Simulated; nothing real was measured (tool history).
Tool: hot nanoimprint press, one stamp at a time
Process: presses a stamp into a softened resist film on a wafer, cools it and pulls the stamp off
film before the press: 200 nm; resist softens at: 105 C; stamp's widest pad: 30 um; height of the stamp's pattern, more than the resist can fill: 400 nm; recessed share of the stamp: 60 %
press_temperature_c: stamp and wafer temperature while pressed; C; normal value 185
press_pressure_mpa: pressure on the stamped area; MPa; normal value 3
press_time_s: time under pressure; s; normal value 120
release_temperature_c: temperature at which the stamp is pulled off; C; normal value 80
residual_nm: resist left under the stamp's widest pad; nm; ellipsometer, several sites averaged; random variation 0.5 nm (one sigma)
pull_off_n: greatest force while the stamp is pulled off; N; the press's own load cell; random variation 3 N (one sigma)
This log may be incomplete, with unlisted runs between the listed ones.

run    hour  press_temperature_c  press_pressure_mpa  press_time_s  release_temperature_c  residual_nm  pull_off_n
  1       0                  185                   3           120                     80           82         159
  2    55.5                  185                   3           120                     80         81.3         175
  3   127.9                  185                   3           120                     80         82.4         199
  4   200.9                  185                   3           120                     80           81         221
  5   277.1                  185                   3           120                     80           82         239
  6   328.7                  185                   3            60                     80        101.9         253
  7   392.6                  185                   3            60                     80        101.1         278
  8   446.5                  185                 3.3            60                     80         95.5         292
  9   526.9                  185                 3.3            60                     80         98.1         154
 10   601.3                  185                 3.3            60                     80         98.5         168
 11     639                  185                   3           120                     80         83.1         189
 12   699.8                  185                   3           120                     80         80.5         184
 13   786.1                  185                   3           120                     80           80         218
 14     874                  185                   3           120                     80         79.3         248
 15   922.4                  185                   3           120                     80         80.1         258
 16   959.7                  185                3.97           120                     75         68.7         279
 17  1020.2                  185                   3           211                     66         67.8         313
 18    1102                  174                3.76           143                     81         90.3         148
 19  1175.1                  177                   3           151                     71         92.8         189
 20  1231.2                  193                1.98           109                     71         89.1         201
 21  1280.3                  180                2.43           120                     80        102.9         208
 22  1321.1                  181                2.43            60                     74        123.4         223
 23    1405                  185                   3           120                     76         81.1         243
 24  1446.4                  187                3.36           190                     84         60.7         245
 25  1492.8                  197                2.32            67                     82         87.8         262
 26  1544.2                  191                   3            85                     80         78.8         270
 27  1592.3                  193                   3           120                     80         68.3         301
 28  1681.5                  185                   3           223                     86         65.1         147
 29  1732.3                  195                   3            95                     80         68.7         167

Between the runs listed above, the log contained 8 entries, not reproduced here. Where in the sequence does each belong, and how does what the log doesn't record of the tool's condition differ from the listed run before to the listed run after?
After run 8, before run 9: plate thermocouple calibrated (hour 469.3); stamp cleaned and given a new release coat (hour 495.4)
  true temperature over the reading, C: 1.18 -> 0.28; pressure that arrives at the usual setting, %: 97.83 -> 97.7; grip of the stamp's worn release coat, % over a new coat's: 105.1 -> 5.4
  measured result minus the result with no hidden state, residual_nm: -1.4 -> +0.7 nm; pull_off_n: +148 -> +7 N
After run 11, before run 12: press's hydraulic seals changed and the load cell set to zero (hour 666.9)
  true temperature over the reading, C: 0.54 -> 0.65; pressure that arrives at the usual setting, %: 97.48 -> 99.96; grip of the stamp's worn release coat, % over a new coat's: 25.9 -> 36.1
  measured result minus the result with no hidden state, residual_nm: +0.1 -> -1.2 nm; pull_off_n: +38 -> +49 N
After run 16, before run 17: plate thermocouple calibrated (hour 1020.2)
  true temperature over the reading, C: 1.21 -> -0.14; pressure that arrives at the usual setting, %: 99.43 -> 99.31; grip of the stamp's worn release coat, % over a new coat's: 91.1 -> 104.4
  measured result minus the result with no hidden state, residual_nm: -1.7 -> +0.5 nm; pull_off_n: +132 -> +160 N
After run 17, before run 18: stamp cleaned and given a new release coat (hour 1067)
  true temperature over the reading, C: -0.14 -> 0.02; pressure that arrives at the usual setting, %: 99.31 -> 99.13; grip of the stamp's worn release coat, % over a new coat's: 104.4 -> 6
  measured result minus the result with no hidden state, residual_nm: +0.5 -> +0.5 nm; pull_off_n: +160 -> +8 N
After run 26, before run 27: plate thermocouple calibrated (hour 1567.7)
  true temperature over the reading, C: 0.96 -> 0.1; pressure that arrives at the usual setting, %: 98.2 -> 98.1; grip of the stamp's worn release coat, % over a new coat's: 95.9 -> 106.4
  measured result minus the result with no hidden state, residual_nm: -0.8 -> +0.6 nm; pull_off_n: +131 -> +155 N
After run 27, before run 28: stamp cleaned and given a new release coat (hour 1634); press's hydraulic seals changed and the load cell set to zero (hour 1676.7)
  true temperature over the reading, C: 0.1 -> 0.25; pressure that arrives at the usual setting, %: 98.1 -> 100.44; grip of the stamp's worn release coat, % over a new coat's: 106.4 -> 6.8
  measured result minus the result with no hidden state, residual_nm: +0.6 -> -0.6 nm; pull_off_n: +155 -> +9 N
